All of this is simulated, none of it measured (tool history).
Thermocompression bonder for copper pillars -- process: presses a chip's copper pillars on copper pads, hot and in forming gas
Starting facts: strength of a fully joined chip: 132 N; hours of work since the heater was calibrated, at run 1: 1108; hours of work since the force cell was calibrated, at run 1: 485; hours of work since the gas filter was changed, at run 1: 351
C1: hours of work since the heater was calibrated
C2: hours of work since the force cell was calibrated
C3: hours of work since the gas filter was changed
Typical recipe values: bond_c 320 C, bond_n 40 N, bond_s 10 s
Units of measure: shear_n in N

{"run": 1, "hour": 0.0, "bond_c": 320, "bond_n": 40, "bond_s": 10, "C1": 1108, "C2": 485, "C3": 351, "shear_n": 58.5}
{"run": 2, "hour": 22.3, "bond_c": 320, "bond_n": 40, "bond_s": 10, "C1": 1118, "C2": 495, "C3": 361, "shear_n": 58.7}
{"run": 3, "hour": 36.2, "bond_c": 320, "bond_n": 40, "bond_s": 10, "C1": 1124, "C2": 501, "C3": 367, "shear_n": 58.6}
{"run": 4, "hour": 52.7, "bond_c": 320, "bond_n": 40, "bond_s": 10, "C1": 1131, "C2": 509, "C3": 374, "shear_n": 58.5}
{"run": 5, "hour": 82.2, "bond_c": 320, "bond_n": 40, "bond_s": 10, "C1": 1145, "C2": 522, "C3": 388, "shear_n": 57.9}
{"run": 6, "hour": 102.3, "bond_c": 312, "bond_n": 40, "bond_s": 10, "C1": 1153, "C2": 531, "C3": 396, "shear_n": 52.8}
{"run": 7, "hour": 115.2, "bond_c": 320, "bond_n": 40, "bond_s": 26, "C1": 1159, "C2": 537, "C3": 402, "shear_n": 79.1}
{"run": 8, "hour": 138.7, "bond_c": 320, "bond_n": 40, "bond_s": 10, "C1": 1170, "C2": 547, "C3": 413, "shear_n": 58.0}
{"run": 9, "hour": 154.0, "bond_c": 320, "bond_n": 40, "bond_s": 10, "C1": 1176, "C2": 554, "C3": 419, "shear_n": 58.1}
{"run": 10, "hour": 180.3, "bond_c": 320, "bond_n": 40, "bond_s": 10, "C1": 1188, "C2": 565, "C3": 431, "shear_n": 57.3}
{"hour": 182.9, "done": "forming gas filter changed"}
{"run": 11, "hour": 197.0, "bond_c": 320, "bond_n": 40, "bond_s": 10, "C1": 1195, "C2": 573, "C3": 6, "shear_n": 62.5}
{"run": 12, "hour": 214.8, "bond_c": 320, "bond_n": 40, "bond_s": 24, "C1": 1203, "C2": 581, "C3": 14, "shear_n": 83.8}
{"run": 13, "hour": 236.1, "bond_c": 320, "bond_n": 40, "bond_s": 10, "C1": 1213, "C2": 590, "C3": 24, "shear_n": 62.6}
{"run": 14, "hour": 254.3, "bond_c": 320, "bond_n": 40, "bond_s": 10, "C1": 1221, "C2": 598, "C3": 32, "shear_n": 62.5}
{"run": 15, "hour": 280.7, "bond_c": 320, "bond_n": 43, "bond_s": 10, "C1": 1233, "C2": 610, "C3": 43, "shear_n": 64.0}
{"run": 16, "hour": 299.0, "bond_c": 320, "bond_n": 40, "bond_s": 10, "C1": 1241, "C2": 618, "C3": 52, "shear_n": 61.6}
{"run": 17, "hour": 319.5, "bond_c": 320, "bond_n": 40, "bond_s": 10, "C1": 1250, "C2": 627, "C3": 61, "shear_n": 61.6}
{"run": 18, "hour": 346.3, "bond_c": 320, "bond_n": 40, "bond_s": 10, "C1": 1262, "C2": 639, "C3": 73, "shear_n": 61.7}
{"run": 19, "hour": 378.1, "bond_c": 320, "bond_n": 40, "bond_s": 10, "C1": 1276, "C2": 653, "C3": 87, "shear_n": 60.9}
{"run": 20, "hour": 404.1, "bond_c": 297, "bond_n": 40, "bond_s": 10, "C1": 1288, "C2": 665, "C3": 98, "shear_n": 45.6}
{"run": 21, "hour": 428.0, "bond_c": 297, "bond_n": 59, "bond_s": 10, "C1": 1298, "C2": 675, "C3": 109, "shear_n": 59.1}
{"run": 22, "hour": 447.3, "bond_c": 319, "bond_n": 59, "bond_s": 10, "C1": 1307, "C2": 684, "C3": 118, "shear_n": 74.6}
{"run": 23, "hour": 472.9, "bond_c": 319, "bond_n": 27, "bond_s": 10, "C1": 1318, "C2": 695, "C3": 129, "shear_n": 47.0}
{"run": 24, "hour": 488.9, "bond_c": 290, "bond_n": 29, "bond_s": 10, "C1": 1325, "C2": 703, "C3": 136, "shear_n": 33.3}
{"run": 25, "hour": 503.3, "bond_c": 290, "bond_n": 29, "bond_s": 10, "C1": 1332, "C2": 709, "C3": 143, "shear_n": 33.3}
{"run": 26, "hour": 523.8, "bond_c": 299, "bond_n": 29, "bond_s": 10, "C1": 1341, "C2": 718, "C3": 152, "shear_n": 38.1}
{"run": 27, "hour": 549.6, "bond_c": 299, "bond_n": 29, "bond_s": 10, "C1": 1352, "C2": 730, "C3": 163, "shear_n": 37.4}
{"run": 28, "hour": 567.2, "bond_c": 299, "bond_n": 29, "bond_s": 10, "C1": 1360, "C2": 737, "C3": 171, "shear_n": 37.9}
{"run": 29, "hour": 591.6, "bond_c": 311, "bond_n": 34, "bond_s": 5, "C1": 1371, "C2": 748, "C3": 182, "shear_n": 37.0}
{"run": 30, "hour": 617.7, "bond_c": 311, "bond_n": 34, "bond_s": 5, "C1": 1383, "C2": 760, "C3": 193, "shear_n": 37.3}
{"run": 31, "hour": 646.0, "bond_c": 291, "bond_n": 40, "bond_s": 25, "C1": 1395, "C2": 772, "C3": 206, "shear_n": 58.7}
{"run": 32, "hour": 661.0, "bond_c": 291, "bond_n": 40, "bond_s": 25, "C1": 1402, "C2": 779, "C3": 213, "shear_n": 58.3}
{"hour": 674.4, "done": "heater calibrated with a thermocouple chip"}
{"run": 33, "hour": 693.4, "bond_c": 291, "bond_n": 44, "bond_s": 6, "C1": 8, "C2": 793, "C3": 226, "shear_n": 38.5}
{"run": 34, "hour": 718.4, "bond_c": 320, "bond_n": 50, "bond_s": 6, "C1": 20, "C2": 804, "C3": 237, "shear_n": 60.2}
{"run": 35, "hour": 742.4, "bond_c": 320, "bond_n": 50, "bond_s": 6, "C1": 30, "C2": 814, "C3": 248, "shear_n": 60.0}
{"run": 36, "hour": 761.6, "bond_c": 320, "bond_n": 28, "bond_s": 14, "C1": 39, "C2": 823, "C3": 257, "shear_n": 57.5}
{"run": 37, "hour": 785.7, "bond_c": 347, "bond_n": 55, "bond_s": 9, "C1": 50, "C2": 834, "C3": 267, "shear_n": 90.7}
{"run": 38, "hour": 809.5, "bond_c": 293, "bond_n": 38, "bond_s": 8, "C1": 60, "C2": 844, "C3": 278, "shear_n": 40.5}
{"run": 39, "hour": 840.5, "bond_c": 293, "bond_n": 48, "bond_s": 10, "C1": 74, "C2": 858, "C3": 292, "shear_n": 49.8}
{"run": 40, "hour": 871.1, "bond_c": 297, "bond_n": 34, "bond_s": 9, "C1": 87, "C2": 872, "C3": 305, "shear_n": 40.6}
{"run": 41, "hour": 901.4, "bond_c": 297, "bond_n": 34, "bond_s": 9, "C1": 101, "C2": 885, "C3": 319, "shear_n": 40.8}

Measured less the same run without the tool's hidden state. The same run-to-run variation is in both; the gauge's scatter may not be:
Hidden state present: true temperature of the bond over the reading, C; force that reaches the chip, % of what is set; oxide that the forming gas leaves, % of the face; drift of the gauge itself on shear_n, %.
run=1 shear_n=-6.5
run=2 shear_n=-6.6
run=3 shear_n=-6.7
run=4 shear_n=-6.7
run=5 shear_n=-7.0
run=6 shear_n=-6.6
run=7 shear_n=-9.0
run=8 shear_n=-7.3
run=9 shear_n=-7.4
run=10 shear_n=-7.5
run=11 shear_n=-2.6
run=12 shear_n=-2.9
run=13 shear_n=-2.8
run=14 shear_n=-2.9
run=15 shear_n=-3.1
run=16 shear_n=-3.1
run=17 shear_n=-3.2
run=18 shear_n=-3.4
run=19 shear_n=-3.5
run=20 shear_n=-3.3
run=21 shear_n=-4.1
run=22 shear_n=-4.4
run=23 shear_n=-3.4
run=24 shear_n=-2.9
run=25 shear_n=-3.0
run=26 shear_n=-3.3
run=27 shear_n=-3.4
run=28 shear_n=-3.4
run=29 shear_n=-3.3
run=30 shear_n=-3.4
run=31 shear_n=-5.5
run=32 shear_n=-5.5
run=33 shear_n=-0.6
run=34 shear_n=-1.3
run=35 shear_n=-1.4
run=36 shear_n=-1.4
run=37 shear_n=-3.1
run=38 shear_n=-1.1
run=39 shear_n=-1.6
run=40 shear_n=-1.4
run=41 shear_n=-1.5
